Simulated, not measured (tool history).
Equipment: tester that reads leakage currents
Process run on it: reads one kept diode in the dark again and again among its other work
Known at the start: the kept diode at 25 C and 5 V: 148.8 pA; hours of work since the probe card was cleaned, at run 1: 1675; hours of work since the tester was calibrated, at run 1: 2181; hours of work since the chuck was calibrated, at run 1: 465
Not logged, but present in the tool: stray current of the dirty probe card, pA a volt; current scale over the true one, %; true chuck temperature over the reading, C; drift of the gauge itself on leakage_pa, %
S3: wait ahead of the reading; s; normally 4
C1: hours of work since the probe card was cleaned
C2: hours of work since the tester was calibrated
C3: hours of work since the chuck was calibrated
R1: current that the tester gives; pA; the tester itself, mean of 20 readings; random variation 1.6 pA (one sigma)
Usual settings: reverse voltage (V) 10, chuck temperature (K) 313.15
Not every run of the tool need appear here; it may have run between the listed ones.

run 1 day=0 | reverse_voltage_(V)=10 chuck_temperature_(K)=313.15 S3=4 | C1=1675 C2=2181 C3=465 | R1=560.04
run 2 day=4.608 | reverse_voltage_(V)=10 chuck_temperature_(K)=313.15 S3=4 | C1=1738 C2=2243 C3=527 | R1=567.44
-- day=5.296 chuck's temperature calibrated
-- day=8.112 tester calibrated
run 3 day=9.262 | reverse_voltage_(V)=10 chuck_temperature_(K)=313.15 S3=4 | C1=1798 C2=16 C3=53 | R1=529.28
run 4 day=12.842 | reverse_voltage_(V)=2.1 chuck_temperature_(K)=313.15 S3=4 | C1=1847 C2=64 C3=101 | R1=314.19
run 5 day=15.508 | reverse_voltage_(V)=2.1 chuck_temperature_(K)=313.15 S3=4 | C1=1883 C2=100 C3=137 | R1=317.52
run 6 day=18.271 | reverse_voltage_(V)=2.1 chuck_temperature_(K)=313.15 S3=4 | C1=1920 C2=138 C3=175 | R1=319.2
-- day=20.221 tester calibrated, once more
run 7 day=21.117 | reverse_voltage_(V)=10 chuck_temperature_(K)=313.15 S3=4 | C1=1958 C2=12 C3=212 | R1=556.72
run 8 day=24.579 | reverse_voltage_(V)=10 chuck_temperature_(K)=313.15 S3=4 | C1=2005 C2=59 C3=259 | R1=563.78
run 9 day=27.067 | reverse_voltage_(V)=8.6 chuck_temperature_(K)=313.15 S3=4 | C1=2038 C2=93 C3=293 | R1=535.26
run 10 day=30.908 | reverse_voltage_(V)=8.6 chuck_temperature_(K)=313.15 S3=4 | C1=2090 C2=145 C3=345 | R1=538.13
run 11 day=34.379 | reverse_voltage_(V)=8.6 chuck_temperature_(K)=313.15 S3=4 | C1=2137 C2=192 C3=392 | R1=542.84
run 12 day=37.475 | reverse_voltage_(V)=2.4 chuck_temperature_(K)=313.15 S3=4 | C1=2179 C2=234 C3=434 | R1=353.51
run 13 day=41.017 | reverse_voltage_(V)=15 chuck_temperature_(K)=313.15 S3=4 | C1=2227 C2=282 C3=482 | R1=669.79
run 14 day=44.629 | reverse_voltage_(V)=15 chuck_temperature_(K)=313.15 S3=4 | C1=2276 C2=331 C3=531 | R1=674.22
-- day=45.221 chuck's temperature calibrated
run 15 day=48.671 | reverse_voltage_(V)=10 chuck_temperature_(K)=313.15 S3=4 | C1=2330 C2=384 C3=47 | R1=551.56
run 16 day=52.796 | reverse_voltage_(V)=10 chuck_temperature_(K)=313.15 S3=4 | C1=2386 C2=440 C3=103 | R1=560.44
run 17 day=56.192 | reverse_voltage_(V)=10 chuck_temperature_(K)=313.15 S3=4 | C1=2432 C2=486 C3=149 | R1=559.37
run 18 day=58.596 | reverse_voltage_(V)=10 chuck_temperature_(K)=313.15 S3=4 | C1=2464 C2=519 C3=181 | R1=565.04
run 19 day=62.3 | reverse_voltage_(V)=10 chuck_temperature_(K)=305.15 S3=4 | C1=2515 C2=569 C3=231 | R1=342.11
run 20 day=65.025 | reverse_voltage_(V)=10 chuck_temperature_(K)=305.15 S3=4 | C1=2552 C2=606 C3=268 | R1=342.98
run 21 day=68.65 | reverse_voltage_(V)=10 chuck_temperature_(K)=305.15 S3=4 | C1=2601 C2=655 C3=317 | R1=343.99
run 22 day=73.108 | reverse_voltage_(V)=10 chuck_temperature_(K)=327.15 S3=4.32 | C1=2661 C2=715 C3=378 | R1=1367.93
run 23 day=76.679 | reverse_voltage_(V)=10.4 chuck_temperature_(K)=307.15 S3=9.98 | C1=2709 C2=764 C3=426 | R1=401.57
run 24 day=78.904 | reverse_voltage_(V)=3.8 chuck_temperature_(K)=310.15 S3=1.37 | C1=2740 C2=794 C3=456 | R1=344.58
run 25 day=81.583 | reverse_voltage_(V)=4 chuck_temperature_(K)=313.15 S3=8.5 | C1=2776 C2=830 C3=493 | R1=426.57
-- day=83.033 probe card cleaned and baked
run 26 day=84.283 | reverse_voltage_(V)=2.1 chuck_temperature_(K)=299.15 S3=4.41 | C1=17 C2=865 C3=527 | R1=129.61
-- day=85.221 chuck's temperature calibrated
run 27 day=87.338 | reverse_voltage_(V)=13.4 chuck_temperature_(K)=301.15 S3=4.41 | C1=57 C2=905 C3=29 | R1=251.67
run 28 day=91.858 | reverse_voltage_(V)=1.8 chuck_temperature_(K)=302.15 S3=0.36 | C1=118 C2=967 C3=90 | R1=144.55
run 29 day=94.062 | reverse_voltage_(V)=1.8 chuck_temperature_(K)=302.15 S3=0.36 | C1=148 C2=996 C3=120 | R1=144.02
run 30 day=98.312 | reverse_voltage_(V)=1.8 chuck_temperature_(K)=302.15 S3=0.36 | C1=206 C2=1054 C3=177 | R1=146.24
run 31 day=101.904 | reverse_voltage_(V)=1.8 chuck_temperature_(K)=317.15 S3=1.09 | C1=255 C2=1103 C3=226 | R1=397.75
run 32 day=105.329 | reverse_voltage_(V)=10 chuck_temperature_(K)=304.15 S3=4 | C1=301 C2=1149 C3=272 | R1=294.63
run 33 day=108.271 | reverse_voltage_(V)=10 chuck_temperature_(K)=304.15 S3=4 | C1=341 C2=1189 C3=312 | R1=297.8
run 34 day=111.583 | reverse_voltage_(V)=9.4 chuck_temperature_(K)=315.15 S3=4 | C1=386 C2=1234 C3=357 | R1=609.33
run 35 day=115.204 | reverse_voltage_(V)=9.4 chuck_temperature_(K)=315.15 S3=4 | C1=435 C2=1283 C3=406 | R1=611.1
run 36 day=119.738 | reverse_voltage_(V)=19 chuck_temperature_(K)=315.15 S3=3.43 | C1=496 C2=1344 C3=468 | R1=781.46

Predict the results of run 37:
run 37 day=124.392 | reverse_voltage_(V)=19 chuck_temperature_(K)=293.15 S3=2.71 | C1=559 C2=1407 C3=531 | R1=?

R1: 179.48 pA
With the hidden condition absent and the run-to-run variation left alone, this run would have shown R1 161.14 pA.
